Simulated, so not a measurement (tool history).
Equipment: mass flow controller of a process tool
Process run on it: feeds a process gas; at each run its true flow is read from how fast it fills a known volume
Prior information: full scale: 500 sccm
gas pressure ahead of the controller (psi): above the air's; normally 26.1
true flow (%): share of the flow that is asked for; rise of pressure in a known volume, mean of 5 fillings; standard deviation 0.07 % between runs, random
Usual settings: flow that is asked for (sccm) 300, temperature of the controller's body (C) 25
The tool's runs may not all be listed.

run	hour	flow that is asked for (sccm)	gas pressure ahead of the controller (psi)	temperature of the controller's body (C)	true flow (%)
1	0.0	300	26.1	25	99.20
2	109.2	300	26.1	25	99.20
3	294.5	300	26.1	25	99.24
4	453.7	300	26.1	25	99.36
5	569.4	300	34.2	25	99.20
6	699.9	300	34.2	25	99.24
7	855.6	300	26.1	25	99.47
8	937.6	300	26.1	25	99.40
9	1072.7	300	26.1	25	99.45
10	1176.6	300	26.1	25	99.53
11	1280.5	53	26.1	25	99.71
12	1449.5	53	26.1	28	99.82
13	1593.2	300	25.7	25	99.93
14	1694.1	300	25.7	25	99.93
15	1844.0	300	25.7	25	99.90
16	2033.8	300	26.1	25	99.86
17	2202.4	300	26.1	25	100.03
18	2379.0	300	26.1	29	100.17
19	2560.6	300	26.1	25	100.20
20	2679.6	300	26.1	25	100.29
21	2854.6	300	26.1	25	100.24
22	3011.7	300	26.1	25	100.41
23	3166.4	300	26.1	25	100.49
24	3324.6	300	26.1	25	100.64
25	3455.9	293	30.2	24	100.41
26	3619.7	174	29.6	25	100.24
27	3754.1	210	24.8	23	100.48
28	3929.3	210	24.8	23	100.63
29	4064.7	173	22.3	27	100.69
30	4164.7	173	22.3	27	100.62
31	4290.9	173	22.3	27	100.80
32	4393.1	111	20.7	28	101.24
33	4540.7	111	20.7	28	101.36
34	4641.3	111	20.7	28	101.36
35	4798.7	111	20.7	28	101.61
36	4918.0	111	20.7	28	101.81
37	5060.1	300	38.4	25	100.99
38	5176.6	264	32.6	30	101.03
39	5326.9	213	38.7	25	101.00
40	5518.4	53	37.6	23	104.45
41	5694.7	98	32.1	23	102.45
42	5806.9	70	22.6	33	103.51
43	5937.1	71	40.2	25	103.53
44	6032.1	300	25.5	33	101.51
45	6129.1	300	25.5	22	101.74
46	6286.6	300	22.8	21	101.91
47	6464.3	300	26.1	34	101.64
48	6573.4	78	39.2	21	103.95

3 ways to go on from here, each from the tool as it stands after run 48. What would each give?
A	6675.7	114	31.8	35	?
B	6675.7	337	32.6	29	?
C	6675.7	78	30.7	34	?

run	true flow (%)
A	102.42
B	101.92
C	103.79
Had the tool no hidden state, the same runs would have come out as:
run	true flow (%)
A	97.23
B	98.89
C	97.10
